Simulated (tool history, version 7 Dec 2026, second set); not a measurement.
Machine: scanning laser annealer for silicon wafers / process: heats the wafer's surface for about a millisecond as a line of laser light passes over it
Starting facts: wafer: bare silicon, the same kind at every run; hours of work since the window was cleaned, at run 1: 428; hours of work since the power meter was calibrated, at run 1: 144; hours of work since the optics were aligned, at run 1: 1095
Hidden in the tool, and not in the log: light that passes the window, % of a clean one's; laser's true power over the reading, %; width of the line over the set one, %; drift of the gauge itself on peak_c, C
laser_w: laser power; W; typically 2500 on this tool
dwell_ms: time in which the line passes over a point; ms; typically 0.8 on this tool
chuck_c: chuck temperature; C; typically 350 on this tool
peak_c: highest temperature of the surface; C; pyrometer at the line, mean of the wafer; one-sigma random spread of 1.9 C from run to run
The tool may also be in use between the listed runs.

run	hour	laser_w	dwell_ms	chuck_c	hours of work since the window was cleaned	hours of work since the power meter was calibrated	hours of work since the optics were aligned	peak_c
1	0	2500	0.8	350	428	144	1095	1114
2	21.5	2500	0.8	350	438	155	1106	1109
3	34.7	2500	0.8	328	445	162	1113	1089
4	58.3	2500	0.8	328	457	174	1124	1086
5	88.2	2209	0.8	350	472	189	1140	1013
# hour 114.4: window over the wafer cleaned
6	118	2500	0.8	336	2	203	1153	1139
7	141.8	2500	0.8	336	14	215	1165	1137
8	161.5	2500	0.8	350	24	224	1175	1148
9	188.7	2500	0.8	350	37	238	1189	1148
10	209.4	2500	0.8	350	48	248	1199	1146
11	224.5	2500	0.8	350	55	256	1207	1145
12	249.8	2500	0.8	350	68	269	1220	1143
13	267.1	2500	0.8	350	77	277	1228	1147
14	286.4	2500	0.8	350	86	287	1238	1143
15	316.1	2500	0.8	350	101	302	1253	1141
16	341	2500	0.8	350	114	314	1265	1141
17	356.3	2741	0.8	364	121	322	1273	1234
18	373.9	2145	0.622	335	130	331	1282	917
19	401.9	2458	0.66	360	144	345	1296	1054
20	429.7	2591	0.649	384	158	359	1310	1110
21	448.5	2591	0.649	384	168	368	1319	1107
22	466.3	2591	0.649	384	177	377	1328	1108
23	494.9	2409	0.737	350	191	392	1343	1068
24	516.1	2348	0.608	351	202	402	1353	980
25	535.2	2424	0.649	315	211	412	1363	988
26	553.1	2511	0.79	328	220	421	1372	1108
27	582.2	2570	0.79	328	235	436	1386	1127
28	594.7	2625	0.794	343	241	442	1393	1160
29	610.9	2234	0.794	349	249	450	1401	1039
30	639	2557	0.576	340	263	464	1415	998

Consider 4 possible next runs. They are alternatives, not a sequence: every one starts from the tool as it was left by run 30. What does each give?
A	657.2	2512	0.576	340	272	473	1424	?
B	657.2	2557	0.847	360	272	473	1424	?
C	657.2	2516	0.957	340	272	473	1424	?
D	657.2	2500	0.8	382	272	473	1424	?

run	peak_c
A	987
B	1180
C	1208
D	1156
With no hidden state in the tool, these same runs would have given:
run	peak_c
A	1011
B	1211
C	1241
D	1185
